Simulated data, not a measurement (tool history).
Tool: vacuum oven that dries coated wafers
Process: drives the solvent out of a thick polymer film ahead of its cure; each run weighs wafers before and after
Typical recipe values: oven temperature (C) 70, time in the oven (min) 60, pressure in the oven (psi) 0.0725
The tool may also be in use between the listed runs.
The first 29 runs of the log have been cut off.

| run | hour | oven temperature (C) | time in the oven (min) | pressure in the oven (psi) | solvent left in the film (%) |
|---|---|---|---|---|---|
| 30 | 309.3 | 76 | 37 | 0.0703 | 2.43 |
| 31 | 316.3 | 76 | 37 | 0.0703 | 2.44 |
| 32 | 330 | 55 | 94 | 0.1987 | 5.41 |
| 33 | 343.8 | 55 | 94 | 0.1987 | 5.39 |
| 34 | 355.1 | 64 | 64 | 0.1987 | 4.13 |
| 35 | 362.6 | 64 | 64 | 0.1987 | 4.14 |
| 36 | 376.6 | 81 | 89 | 0.0985 | 0.54 |
| 37 | 385.6 | 81 | 89 | 0.0985 | 0.56 |
| 38 | 397.1 | 70 | 74 | 0.0725 | 1.35 |
| 39 | 404 | 70 | 74 | 0.0725 | 1.34 |

Run 40 has not been measured yet. What should we expect?
| 40 | 418.8 | 78 | 60 | 0.0725 | ? |

{"run 40": {"solvent left in the film (%)": 0.83}}
With the hidden condition absent and the run-to-run variation left alone, this run would have shown solvent left in the film (%) 0.83.
